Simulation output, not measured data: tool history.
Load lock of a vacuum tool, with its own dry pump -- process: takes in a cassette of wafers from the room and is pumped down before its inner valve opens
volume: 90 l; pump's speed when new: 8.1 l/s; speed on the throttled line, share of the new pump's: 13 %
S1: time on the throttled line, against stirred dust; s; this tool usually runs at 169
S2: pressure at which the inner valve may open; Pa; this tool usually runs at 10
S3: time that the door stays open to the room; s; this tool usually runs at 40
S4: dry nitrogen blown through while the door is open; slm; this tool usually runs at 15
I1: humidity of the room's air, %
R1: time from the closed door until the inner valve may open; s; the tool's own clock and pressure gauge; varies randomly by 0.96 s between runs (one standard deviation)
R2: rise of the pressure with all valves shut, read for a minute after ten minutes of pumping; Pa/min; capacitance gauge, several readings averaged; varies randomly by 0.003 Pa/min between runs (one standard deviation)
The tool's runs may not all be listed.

run	hour	S1	S2	S3	S4	I1	R1	R2
1	0	169	10	40	15	47.1	252.1	0.492
2	45.2	169	10	40	15	42.7	252.6	0.487
3	104.8	169	10	40	16	46.4	251.7	0.49
4	197.7	169	10	40	16	50.3	252.9	0.494
5	243.9	169	10	40	16	43.9	252.7	0.51
6	297.4	169	10	40	16	46.5	253.1	0.507
7	381.1	169	10	40	16	45.6	252.9	0.51
8	440.7	169	10	40	10	44.1	251.5	0.524

What does the tool deliver on the next run?
9	480.2	169	10	40	10	45.2	?	?

Logged for run 9: R1 251.8 s, R2 0.521 Pa/min.
The same run, on a tool lacking any hidden state, would have yielded R1 250 s, R2 0.02 Pa/min.
